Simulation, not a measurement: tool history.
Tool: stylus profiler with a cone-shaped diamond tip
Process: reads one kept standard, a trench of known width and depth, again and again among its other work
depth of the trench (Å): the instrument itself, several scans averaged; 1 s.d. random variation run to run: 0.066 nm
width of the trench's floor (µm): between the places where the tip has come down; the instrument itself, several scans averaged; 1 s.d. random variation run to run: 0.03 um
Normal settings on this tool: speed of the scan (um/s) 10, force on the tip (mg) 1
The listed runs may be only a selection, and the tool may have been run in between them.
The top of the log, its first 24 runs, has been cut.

| run | day | speed of the scan (um/s) | force on the tip (mg) | depth of the trench (Å) | width of the trench's floor (µm) |
|---|---|---|---|---|---|
|  | 10.721 | height scale calibrated on a step standard |
| 25 | 11.325 | 20 | 1 | 1002.4 | 98.25 |
|  | 11.867 | height scale calibrated on a step standard, once more |
| 26 | 11.9 | 20 | 1 | 1005.3 | 98.27 |
| 27 | 12.212 | 6 | 0.46 | 1003.3 | 98.25 |
| 28 | 12.812 | 33 | 0.95 | 1004.7 | 98.15 |
| 29 | 13.254 | 2 | 0.5 | 1003.4 | 98.28 |
| 30 | 13.617 | 2 | 0.5 | 1003.7 | 98.35 |
| 31 | 13.917 | 17 | 1.09 | 1006.2 | 98.24 |
| 32 | 14.529 | 17 | 1.09 | 1006 | 98.23 |
| 33 | 15.038 | 9 | 0.91 | 1004.3 | 98.29 |
| 34 | 15.35 | 28 | 0.57 | 1005.1 | 98.15 |
| 35 | 15.75 | 28 | 0.57 | 1004 | 98.12 |
| 36 | 16.433 | 28 | 0.57 | 1002.9 | 98.14 |
| 37 | 16.846 | 28 | 2.74 | 1009.8 | 98.19 |
| 38 | 17.483 | 5 | 0.54 | 1003.8 | 98.26 |
| 39 | 17.858 | 5 | 0.54 | 1003.2 | 98.24 |
| 40 | 18.142 | 28 | 0.53 | 1004 | 98.1 |
| 41 | 18.625 | 10 | 0.53 | 1001.9 | 98.26 |
| 42 | 19.088 | 16 | 2.87 | 1010.2 | 98.26 |
| 43 | 19.367 | 16 | 2.87 | 1009.1 | 98.29 |
| 44 | 19.65 | 16 | 2.87 | 1009.4 | 98.22 |
| 45 | 20.196 | 3 | 0.85 | 1005.7 | 98.3 |
| 46 | 20.867 | 10 | 0.87 | 1004.6 | 98.24 |

Consider 4 possible next runs. They are alternatives, not a sequence: every one starts from the tool as it was left by run 46. What does each give?
| A | 21.229 | 10 | 0.8 | ? | ? |
| B | 21.229 | 4 | 1.16 | ? | ? |
| C | 21.229 | 10 | 0.61 | ? | ? |
| D | 21.229 | 8 | 0.8 | ? | ? |

| run | depth of the trench (Å) | width of the trench's floor (µm) |
|---|---|---|
| A | 1003.7 | 98.21 |
| B | 1005.5 | 98.27 |
| C | 1002.2 | 98.15 |
| D | 1002.8 | 98.24 |
Without the tool's unlogged condition, the same runs would have read:
| run | depth of the trench (Å) | width of the trench's floor (µm) |
|---|---|---|
| A | 1004.4 | 98.7 |
| B | 1006.3 | 98.76 |
| C | 1002.9 | 98.64 |
| D | 1003.6 | 98.73 |
